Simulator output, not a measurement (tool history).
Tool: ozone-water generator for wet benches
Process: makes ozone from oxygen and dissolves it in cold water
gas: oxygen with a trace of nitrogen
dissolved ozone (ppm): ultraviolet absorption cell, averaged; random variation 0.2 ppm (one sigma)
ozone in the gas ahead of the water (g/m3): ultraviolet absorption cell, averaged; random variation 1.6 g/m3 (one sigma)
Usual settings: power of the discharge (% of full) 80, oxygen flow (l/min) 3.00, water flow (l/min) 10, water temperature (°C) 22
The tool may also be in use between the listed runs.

run	day	power of the discharge (% of full)	oxygen flow (l/min)	water flow (l/min)	water temperature (°C)	dissolved ozone (ppm)	ozone in the gas ahead of the water (g/m3)
1	0.000	80	3.00	10	22	29.0	292.9
# day 2.133: water thermometer calibrated
2	3.450	80	3.00	14	22	21.3	293.1
3	6.538	80	3.00	14	22	21.2	296.5
4	9.788	80	3.00	14	22	21.3	296.7
5	12.212	80	3.00	14	16	23.0	296.3
6	15.058	80	3.00	14	16	23.1	296.4
7	18.171	80	3.00	14	16	23.2	297.3
8	20.292	80	3.00	14	16	23.2	295.9
9	23.533	80	3.00	14	16	23.0	296.6
10	25.483	80	3.00	10	15	32.2	296.4
11	27.675	80	3.00	11	22	26.7	297.7
12	29.733	80	3.00	11	22	26.6	303.4
13	31.650	80	3.00	10	22	29.2	302.8
14	34.846	80	3.00	10	22	28.7	298.4
15	37.104	80	4.36	10	22	26.6	233.3
16	39.112	80	4.36	10	22	26.7	232.7
17	40.883	80	3.00	10	22	28.9	301.0
18	44.304	80	3.00	15	14	22.2	301.6
19	46.854	69	1.66	9	23	30.4	400.3
20	49.392	41	4.38	9	23	16.8	139.1
21	52.962	41	4.38	9	23	16.7	138.6
22	54.475	70	5.31	11	22	20.8	182.7
23	57.425	70	5.31	11	22	20.8	181.0
# day 58.921: gauge calibrated
24	60.512	80	3.00	10	23	28.6	297.8
25	62.496	51	3.36	13	18	16.9	193.5
26	66.062	68	3.51	8	27	26.4	234.3
27	68.067	44	1.68	8	27	22.6	280.4
28	70.233	44	1.68	8	27	22.7	279.3
29	72.658	44	1.68	8	27	23.0	279.2
30	75.988	80	5.39	7	22	31.0	198.9
31	78.821	80	2.08	10	16	33.3	379.7
32	82.146	58	3.33	10	14	25.3	217.5
33	85.658	58	3.33	10	14	25.3	216.5

3 ways to go on from here, each from the tool as it stands after run 33. What would each give?
A	89.012	80	5.18	11	22	?	?
B	89.012	67	3.00	10	23	?	?
C	89.012	80	2.63	10	22	?	?

run	dissolved ozone (ppm)	ozone in the gas ahead of the water (g/m3)
A	22.8	205.7
B	25.1	261.0
C	29.6	325.5
Without the tool's hidden state the same runs would have given:
run	dissolved ozone (ppm)	ozone in the gas ahead of the water (g/m3)
A	22.9	203.2
B	25.2	257.8
C	29.7	321.6
